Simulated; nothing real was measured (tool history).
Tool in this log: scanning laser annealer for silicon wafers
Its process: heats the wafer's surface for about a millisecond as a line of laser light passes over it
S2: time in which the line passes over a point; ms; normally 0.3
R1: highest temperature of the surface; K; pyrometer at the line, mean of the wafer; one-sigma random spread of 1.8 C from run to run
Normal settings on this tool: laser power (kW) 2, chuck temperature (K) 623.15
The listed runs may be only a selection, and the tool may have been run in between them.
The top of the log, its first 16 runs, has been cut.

run 17 hour=122.6 | laser_power_(kW)=2 S2=0.287 chuck_temperature_(K)=623.15 | R1=1330.15
run 18 hour=128.2 | laser_power_(kW)=2 S2=0.287 chuck_temperature_(K)=623.15 | R1=1332.15
run 19 hour=135.8 | laser_power_(kW)=2 S2=0.253 chuck_temperature_(K)=623.15 | R1=1295.15
run 20 hour=145.1 | laser_power_(kW)=2 S2=0.253 chuck_temperature_(K)=623.15 | R1=1295.15
run 21 hour=149.3 | laser_power_(kW)=1.743 S2=0.368 chuck_temperature_(K)=640.15 | R1=1318.15
run 22 hour=158.2 | laser_power_(kW)=1.899 S2=0.304 chuck_temperature_(K)=589.15 | R1=1277.15
run 23 hour=162.8 | laser_power_(kW)=1.899 S2=0.304 chuck_temperature_(K)=589.15 | R1=1278.15
run 24 hour=169.8 | laser_power_(kW)=2.193 S2=0.244 chuck_temperature_(K)=623.15 | R1=1361.15
run 25 hour=174.9 | laser_power_(kW)=2.107 S2=0.3 chuck_temperature_(K)=608.15 | R1=1379.15
run 26 hour=183.8 | laser_power_(kW)=2.107 S2=0.3 chuck_temperature_(K)=608.15 | R1=1373.15
run 27 hour=192.6 | laser_power_(kW)=1.988 S2=0.3 chuck_temperature_(K)=608.15 | R1=1328.15
run 28 hour=197.6 | laser_power_(kW)=1.758 S2=0.355 chuck_temperature_(K)=606.15 | R1=1280.15
run 29 hour=206.6 | laser_power_(kW)=1.758 S2=0.355 chuck_temperature_(K)=606.15 | R1=1284.15
run 30 hour=214.1 | laser_power_(kW)=1.758 S2=0.355 chuck_temperature_(K)=606.15 | R1=1279.15
-- hour=217.9 window over the wafer cleaned
run 31 hour=226.1 | laser_power_(kW)=2.08 S2=0.239 chuck_temperature_(K)=637.15 | R1=1325.15
run 32 hour=231.8 | laser_power_(kW)=1.715 S2=0.262 chuck_temperature_(K)=608.15 | R1=1186.15
run 33 hour=241 | laser_power_(kW)=1.715 S2=0.262 chuck_temperature_(K)=608.15 | R1=1187.15
run 34 hour=247.6 | laser_power_(kW)=2.144 S2=0.289 chuck_temperature_(K)=623.15 | R1=1398.15
run 35 hour=253.3 | laser_power_(kW)=1.796 S2=0.289 chuck_temperature_(K)=662.15 | R1=1292.15
run 36 hour=257.7 | laser_power_(kW)=2.014 S2=0.362 chuck_temperature_(K)=593.15 | R1=1386.15
run 37 hour=262.3 | laser_power_(kW)=2.054 S2=0.3 chuck_temperature_(K)=650.15 | R1=1395.15
run 38 hour=272 | laser_power_(kW)=2.074 S2=0.266 chuck_temperature_(K)=663.15 | R1=1383.15
run 39 hour=277 | laser_power_(kW)=2.01 S2=0.279 chuck_temperature_(K)=606.15 | R1=1314.15
run 40 hour=281.7 | laser_power_(kW)=2.073 S2=0.273 chuck_temperature_(K)=621.15 | R1=1347.15

Consider 3 possible next runs. They are alternatives, not a sequence: every one starts from the tool as it was left by run 40. What does each give?
run A hour=291.7 | laser_power_(kW)=2.12 S2=0.242 chuck_temperature_(K)=621.15 | R1=?
run B hour=291.7 | laser_power_(kW)=2.025 S2=0.305 chuck_temperature_(K)=638.15 | R1=?
run C hour=291.7 | laser_power_(kW)=1.865 S2=0.299 chuck_temperature_(K)=604.15 | R1=?

run=A R1=1329.15
run=B R1=1381.15
run=C R1=1273.15
What these runs would have given with no unlogged condition in the tool:
run=A R1=1330.15
run=B R1=1382.15
run=C R1=1274.15
